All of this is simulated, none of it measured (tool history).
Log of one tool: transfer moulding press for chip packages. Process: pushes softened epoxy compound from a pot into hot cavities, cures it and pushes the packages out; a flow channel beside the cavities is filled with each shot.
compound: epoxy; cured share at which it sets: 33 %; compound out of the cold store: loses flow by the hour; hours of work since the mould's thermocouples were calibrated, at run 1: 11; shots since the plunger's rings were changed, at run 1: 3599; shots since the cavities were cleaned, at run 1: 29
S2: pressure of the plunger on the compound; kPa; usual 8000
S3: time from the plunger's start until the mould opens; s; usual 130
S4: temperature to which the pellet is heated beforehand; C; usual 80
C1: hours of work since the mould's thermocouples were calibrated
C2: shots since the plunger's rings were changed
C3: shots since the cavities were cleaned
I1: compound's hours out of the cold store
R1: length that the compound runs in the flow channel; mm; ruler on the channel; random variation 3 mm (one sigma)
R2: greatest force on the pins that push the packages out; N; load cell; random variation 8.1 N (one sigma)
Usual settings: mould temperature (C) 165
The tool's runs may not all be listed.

{"run": 1, "hour": 0.0, "mould temperature (C)": 165, "S2": 8000, "S3": 130, "S4": 80, "C1": 11, "C2": 3599, "C3": 29, "I1": 10.4, "R1": 660, "R2": 401}
{"run": 2, "hour": 52.2, "mould temperature (C)": 165, "S2": 8000, "S3": 130, "S4": 80, "C1": 36, "C2": 3973, "C3": 403, "I1": 15.4, "R1": 641, "R2": 591}
{"hour": 80.9, "done": "cavities cleaned with cleaning compound and waxed"}
{"run": 3, "hour": 111.8, "mould temperature (C)": 164, "S2": 8000, "S3": 130, "S4": 80, "C1": 62, "C2": 4389, "C3": 221, "I1": 23.7, "R1": 602, "R2": 817}
{"hour": 168.0, "done": "cavities cleaned with cleaning compound and waxed"}
{"run": 4, "hour": 174.2, "mould temperature (C)": 164, "S2": 8000, "S3": 130, "S4": 80, "C1": 90, "C2": 4825, "C3": 44, "I1": 42.5, "R1": 534, "R2": 426}
{"run": 5, "hour": 203.7, "mould temperature (C)": 159, "S2": 8000, "S3": 130, "S4": 80, "C1": 104, "C2": 5036, "C3": 255, "I1": 47.4, "R1": 524, "R2": 755}
{"run": 6, "hour": 246.8, "mould temperature (C)": 159, "S2": 8000, "S3": 130, "S4": 80, "C1": 124, "C2": 5345, "C3": 564, "I1": 46.6, "R1": 530, "R2": 917}
{"hour": 253.2, "done": "cavities cleaned with cleaning compound and waxed"}
{"run": 7, "hour": 292.0, "mould temperature (C)": 159, "S2": 8000, "S3": 130, "S4": 80, "C1": 144, "C2": 5658, "C3": 278, "I1": 28.3, "R1": 595, "R2": 822}
{"run": 8, "hour": 332.7, "mould temperature (C)": 159, "S2": 8000, "S3": 130, "S4": 80, "C1": 163, "C2": 5950, "C3": 570, "I1": 35.1, "R1": 570, "R2": 941}
{"hour": 337.6, "done": "cavities cleaned with cleaning compound and waxed"}
{"run": 9, "hour": 392.0, "mould temperature (C)": 159, "S2": 8000, "S3": 130, "S4": 80, "C1": 189, "C2": 6364, "C3": 389, "I1": 47.2, "R1": 520, "R2": 815}
{"hour": 402.5, "done": "plunger's sealing rings changed"}
{"run": 10, "hour": 423.0, "mould temperature (C)": 165, "S2": 8000, "S3": 140, "S4": 80, "C1": 202, "C2": 147, "C3": 593, "I1": 29.8, "R1": 603, "R2": 575}
{"hour": 428.6, "done": "cavities cleaned with cleaning compound and waxed"}
{"hour": 446.7, "done": "cavities cleaned with cleaning compound and waxed, once more"}
{"run": 11, "hour": 471.5, "mould temperature (C)": 165, "S2": 9410, "S3": 140, "S4": 80, "C1": 223, "C2": 473, "C3": 177, "I1": 36.1, "R1": 624, "R2": 452}
{"run": 12, "hour": 519.1, "mould temperature (C)": 162, "S2": 6430, "S3": 154, "S4": 80, "C1": 245, "C2": 814, "C3": 518, "I1": 29.4, "R1": 544, "R2": 592}
{"hour": 535.5, "done": "cavities cleaned with cleaning compound and waxed"}
{"run": 13, "hour": 569.2, "mould temperature (C)": 165, "S2": 6230, "S3": 123, "S4": 80, "C1": 268, "C2": 1162, "C3": 241, "I1": 31.3, "R1": 524, "R2": 542}
{"run": 14, "hour": 601.3, "mould temperature (C)": 171, "S2": 8470, "S3": 110, "S4": 72, "C1": 283, "C2": 1392, "C3": 471, "I1": 35.2, "R1": 578, "R2": 541}
{"hour": 623.9, "done": "cavities cleaned with cleaning compound and waxed"}
{"run": 15, "hour": 655.9, "mould temperature (C)": 171, "S2": 8000, "S3": 127, "S4": 80, "C1": 307, "C2": 1772, "C3": 229, "I1": 9.9, "R1": 654, "R2": 432}
{"run": 16, "hour": 686.8, "mould temperature (C)": 165, "S2": 6190, "S3": 154, "S4": 80, "C1": 321, "C2": 1993, "C3": 450, "I1": 37.0, "R1": 497, "R2": 486}
{"hour": 712.8, "done": "cavities cleaned with cleaning compound and waxed"}
{"run": 17, "hour": 716.7, "mould temperature (C)": 165, "S2": 6800, "S3": 124, "S4": 87, "C1": 334, "C2": 2197, "C3": 28, "I1": 24.6, "R1": 570, "R2": 405}
{"run": 18, "hour": 768.8, "mould temperature (C)": 165, "S2": 6410, "S3": 124, "S4": 73, "C1": 358, "C2": 2570, "C3": 401, "I1": 37.4, "R1": 502, "R2": 587}
{"hour": 797.3, "done": "cavities cleaned with cleaning compound and waxed"}
{"run": 19, "hour": 820.3, "mould temperature (C)": 165, "S2": 6410, "S3": 124, "S4": 73, "C1": 381, "C2": 2929, "C3": 165, "I1": 42.6, "R1": 482, "R2": 456}
{"hour": 883.6, "done": "cavities cleaned with cleaning compound and waxed"}
{"run": 20, "hour": 884.2, "mould temperature (C)": 164, "S2": 8280, "S3": 124, "S4": 76, "C1": 410, "C2": 3376, "C3": 5, "I1": 33.8, "R1": 579, "R2": 419}
{"run": 21, "hour": 926.2, "mould temperature (C)": 162, "S2": 6130, "S3": 159, "S4": 73, "C1": 430, "C2": 3676, "C3": 305, "I1": 27.6, "R1": 527, "R2": 476}

Forecast each of these 3 alternatives for the next run:
{"run": "A", "hour": 961.1, "mould temperature (C)": 163, "S2": 8000, "S3": 138, "S4": 72, "C1": 446, "C2": 3926, "C3": 555, "I1": 39.2, "R1": "?", "R2": "?"}
{"run": "B", "hour": 961.1, "mould temperature (C)": 168, "S2": 6990, "S3": 130, "S4": 80, "C1": 446, "C2": 3926, "C3": 555, "I1": 19.2, "R1": "?", "R2": "?"}
{"run": "C", "hour": 961.1, "mould temperature (C)": 162, "S2": 9390, "S3": 159, "S4": 73, "C1": 446, "C2": 3926, "C3": 555, "I1": 43.6, "R1": "?", "R2": "?"}

run=A R1=552 R2=612
run=B R1=570 R2=548
run=C R1=582 R2=544
Without the tool's hidden state the same runs would have given:
run=A R1=576 R2=363
run=B R1=595 R2=325
run=C R1=607 R2=320
